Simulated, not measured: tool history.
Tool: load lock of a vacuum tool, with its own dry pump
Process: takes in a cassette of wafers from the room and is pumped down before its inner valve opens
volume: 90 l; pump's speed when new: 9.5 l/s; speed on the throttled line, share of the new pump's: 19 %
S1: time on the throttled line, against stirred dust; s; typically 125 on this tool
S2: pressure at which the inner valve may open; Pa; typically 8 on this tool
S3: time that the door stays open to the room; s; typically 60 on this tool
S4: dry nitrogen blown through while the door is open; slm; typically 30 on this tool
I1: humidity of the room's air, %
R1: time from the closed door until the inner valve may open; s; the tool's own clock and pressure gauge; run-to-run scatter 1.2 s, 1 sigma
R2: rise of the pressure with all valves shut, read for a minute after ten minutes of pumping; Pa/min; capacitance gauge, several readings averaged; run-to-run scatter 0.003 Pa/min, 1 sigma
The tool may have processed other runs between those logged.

run 1 hour=0.0 | S1=125 S2=8 S3=60 S4=30 | I1=44.4 | R1=210.2 R2=0.094
run 2 hour=379.3 | S1=151 S2=8 S3=60 S4=30 | I1=42.8 | R1=229.8 R2=0.098
run 3 hour=943.4 | S1=125 S2=8 S3=60 S4=30 | I1=48.3 | R1=211.8 R2=0.101
run 4 hour=1514.1 | S1=125 S2=8 S3=60 S4=30 | I1=46.8 | R1=212.4 R2=0.103
run 5 hour=2057.8 | S1=125 S2=8 S3=60 S4=30 | I1=44.1 | R1=211.6 R2=0.100
run 6 hour=2458.7 | S1=125 S2=8 S3=60 S4=13 | I1=41.8 | R1=213.5 R2=0.117
run 7 hour=2995.8 | S1=125 S2=8 S3=60 S4=13 | I1=45.8 | R1=213.6 R2=0.123
run 8 hour=3347.0 | S1=125 S2=8 S3=60 S4=30 | I1=46.2 | R1=216.5 R2=0.114
run 9 hour=3661.8 | S1=63 S2=8 S3=60 S4=30 | I1=43.5 | R1=169.6 R2=0.109
run 10 hour=4053.9 | S1=125 S2=8 S3=60 S4=30 | I1=44.9 | R1=218.0 R2=0.116
run 11 hour=4417.5 | S1=125 S2=12 S3=60 S4=30 | I1=45.2 | R1=211.4 R2=0.115
run 12 hour=4842.5 | S1=125 S2=8 S3=60 S4=30 | I1=46.1 | R1=219.5 R2=0.118
run 13 hour=5291.2 | S1=125 S2=8 S3=60 S4=30 | I1=45.7 | R1=217.7 R2=0.114
-- hour=5550.9 dry pump taken out, an overhauled one fitted
run 14 hour=5686.9 | S1=125 S2=8 S3=60 S4=30 | I1=46.8 | R1=191.1 R2=0.125
run 15 hour=6121.8 | S1=125 S2=8 S3=60 S4=30 | I1=42.6 | R1=190.2 R2=0.118
run 16 hour=6409.4 | S1=125 S2=8 S3=199 S4=30 | I1=48.3 | R1=194.4 R2=0.148
run 17 hour=6997.3 | S1=125 S2=8 S3=100 S4=30 | I1=45.2 | R1=191.6 R2=0.135
run 18 hour=7521.2 | S1=125 S2=8 S3=100 S4=30 | I1=43.7 | R1=193.3 R2=0.137
run 19 hour=8097.8 | S1=125 S2=8 S3=100 S4=30 | I1=45.8 | R1=194.9 R2=0.148
run 20 hour=8617.4 | S1=73 S2=13 S3=60 S4=14 | I1=47.5 | R1=147.0 R2=0.152
run 21 hour=9162.1 | S1=73 S2=13 S3=60 S4=14 | I1=44.1 | R1=147.9 R2=0.143
run 22 hour=9758.6 | S1=73 S2=13 S3=60 S4=14 | I1=44.7 | R1=148.1 R2=0.149
run 23 hour=10251.2 | S1=73 S2=13 S3=60 S4=14 | I1=45.2 | R1=148.0 R2=0.150
run 24 hour=10884.6 | S1=73 S2=13 S3=60 S4=14 | I1=46.2 | R1=149.1 R2=0.160
run 25 hour=11275.5 | S1=73 S2=13 S3=60 S4=14 | I1=41.2 | R1=150.8 R2=0.152
run 26 hour=11560.1 | S1=73 S2=13 S3=60 S4=14 | I1=42.9 | R1=150.2 R2=0.156
run 27 hour=12089.9 | S1=73 S2=13 S3=60 S4=14 | I1=45.7 | R1=150.6 R2=0.162
run 28 hour=12725.3 | S1=142 S2=12 S3=60 S4=5 | I1=46.5 | R1=209.0 R2=0.169
run 29 hour=12996.9 | S1=142 S2=12 S3=60 S4=9 | I1=45.8 | R1=207.0 R2=0.172
run 30 hour=13442.2 | S1=69 S2=15 S3=60 S4=43 | I1=44.5 | R1=145.8 R2=0.147
run 31 hour=14024.8 | S1=69 S2=15 S3=60 S4=43 | I1=47.0 | R1=147.8 R2=0.156
run 32 hour=14405.4 | S1=69 S2=15 S3=60 S4=43 | I1=46.5 | R1=147.9 R2=0.158
run 33 hour=14946.9 | S1=69 S2=15 S3=60 S4=43 | I1=44.0 | R1=150.1 R2=0.163
run 34 hour=15566.1 | S1=179 S2=15 S3=32 S4=43 | I1=44.6 | R1=233.7 R2=0.168
run 35 hour=15947.6 | S1=146 S2=15 S3=106 S4=43 | I1=46.8 | R1=208.6 R2=0.174
run 36 hour=16452.3 | S1=146 S2=15 S3=106 S4=43 | I1=47.3 | R1=210.3 R2=0.182
run 37 hour=16815.1 | S1=165 S2=15 S3=106 S4=43 | I1=47.2 | R1=225.6 R2=0.185
run 38 hour=17336.0 | S1=86 S2=12 S3=32 S4=43 | I1=45.5 | R1=166.6 R2=0.166

Pick out some run-to-run changes in R1. Of each, how much would a tool without hidden state show as well, from the settings, what came in and chance, and how much is left for the hidden state and any gauge scatter not in both results compared?
Hidden conditions of the tool in this case: pump's speed, % of a new pump's; leak at the door's seal, Pa l/s; drift of the gauge itself on ready_s, %; drift of the gauge itself on rise_pa_min, %.
Run 8 -> 9: S1 125 -> 63. R1 -46.9 s: hidden state +4.6, all else -51.5.
Run 9 -> 10: S1 63 -> 125. R1 +48.4 s: hidden state -3.5, all else +51.9.
Run 13 -> 14: dry pump taken out, an overhauled one fitted. R1 -26.6 s: hidden state -26.9, all else +0.3.
Run 29 -> 30: S1 142 -> 69, S2 12 -> 15, S4 9 -> 43. R1 -61.2 s: hidden state +1.6, all else -62.8.
Run 33 -> 34: S1 69 -> 179, S3 60 -> 32. R1 +83.6 s: hidden state -2.0, all else +85.6.
Run 37 -> 38: S1 165 -> 86, S2 15 -> 12, S3 106 -> 32. R1 -59.0 s: hidden state +3.1, all else -62.1.
